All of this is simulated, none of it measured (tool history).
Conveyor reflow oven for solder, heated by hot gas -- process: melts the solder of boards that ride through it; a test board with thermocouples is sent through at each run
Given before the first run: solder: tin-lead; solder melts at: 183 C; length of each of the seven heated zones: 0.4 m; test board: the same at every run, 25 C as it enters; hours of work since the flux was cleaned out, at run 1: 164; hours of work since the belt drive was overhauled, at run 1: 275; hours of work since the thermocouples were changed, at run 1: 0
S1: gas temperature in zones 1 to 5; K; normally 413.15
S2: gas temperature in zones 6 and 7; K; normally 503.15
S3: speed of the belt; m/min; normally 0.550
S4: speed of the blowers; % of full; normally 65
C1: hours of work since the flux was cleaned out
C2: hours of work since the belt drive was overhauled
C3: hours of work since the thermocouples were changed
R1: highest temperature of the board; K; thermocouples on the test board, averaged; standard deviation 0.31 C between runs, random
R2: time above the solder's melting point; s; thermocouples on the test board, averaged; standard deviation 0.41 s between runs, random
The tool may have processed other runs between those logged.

| run | day | S1 | S2 | S3 | S4 | C1 | C2 | C3 | R1 | R2 |
|---|---|---|---|---|---|---|---|---|---|---|
| 1 | 0.000 | 413.15 | 503.15 | 0.550 | 65 | 164 | 275 | 0 | 486.95 | 63.5 |
| 2 | 2.854 | 399.15 | 503.15 | 0.550 | 65 | 210 | 321 | 46 | 484.55 | 55.2 |
| 3 | 4.696 | 399.15 | 503.15 | 0.655 | 65 | 240 | 351 | 76 | 477.35 | 37.3 |
|  | 6.533 | flux residue cleaned out of gas plates and filters |
| 4 | 7.879 | 399.15 | 503.15 | 0.655 | 89 | 22 | 399 | 124 | 481.45 | 43.3 |
| 5 | 10.438 | 399.15 | 503.15 | 0.655 | 89 | 63 | 441 | 166 | 481.25 | 43.0 |
| 6 | 12.258 | 399.15 | 503.15 | 0.655 | 89 | 93 | 470 | 195 | 481.05 | 42.6 |
| 7 | 13.712 | 407.15 | 516.15 | 0.482 | 58 | 116 | 494 | 219 | 499.05 | 81.6 |
| 8 | 17.079 | 407.15 | 516.15 | 0.482 | 58 | 171 | 548 | 274 | 499.55 | 82.0 |
| 9 | 18.788 | 413.15 | 503.15 | 0.564 | 60 | 199 | 576 | 301 | 484.45 | 57.9 |
|  | 21.342 | flux residue cleaned out of gas plates and filters, once more |
| 10 | 21.342 | 413.15 | 503.15 | 0.564 | 60 | 0 | 614 | 339 | 486.35 | 60.5 |
| 11 | 23.742 | 406.15 | 503.15 | 0.550 | 65 | 39 | 653 | 378 | 486.85 | 61.0 |
| 12 | 26.412 | 406.15 | 503.15 | 0.622 | 64 | 82 | 696 | 421 | 481.95 | 48.0 |

Below, each run's measurement less what the same run would have read without the hidden state. Both values contain the same run-to-run variation, but the gauge's scatter may not be the same in both:
The hidden state here: heat that the gas passes to the board, % of a clean oven's; belt's true speed, % of the reading; true gas temperature in zones 6 and 7 over the reading, C; drift of the gauge itself on peak_c, C; drift of the gauge itself on liquid_s, %.
| run | R1 | R2 |
|---|---|---|
| 1 | -0.80 | -0.7 |
| 2 | -0.90 | -1.0 |
| 3 | -1.30 | -1.5 |
| 4 | -2.50 | -2.7 |
| 5 | -2.50 | -2.9 |
| 6 | -2.70 | -3.0 |
| 7 | -1.60 | -1.1 |
| 8 | -1.80 | -1.2 |
| 9 | -2.00 | -2.3 |
| 10 | +0.50 | +1.0 |
| 11 | +0.50 | +0.9 |
| 12 | +0.30 | +0.6 |

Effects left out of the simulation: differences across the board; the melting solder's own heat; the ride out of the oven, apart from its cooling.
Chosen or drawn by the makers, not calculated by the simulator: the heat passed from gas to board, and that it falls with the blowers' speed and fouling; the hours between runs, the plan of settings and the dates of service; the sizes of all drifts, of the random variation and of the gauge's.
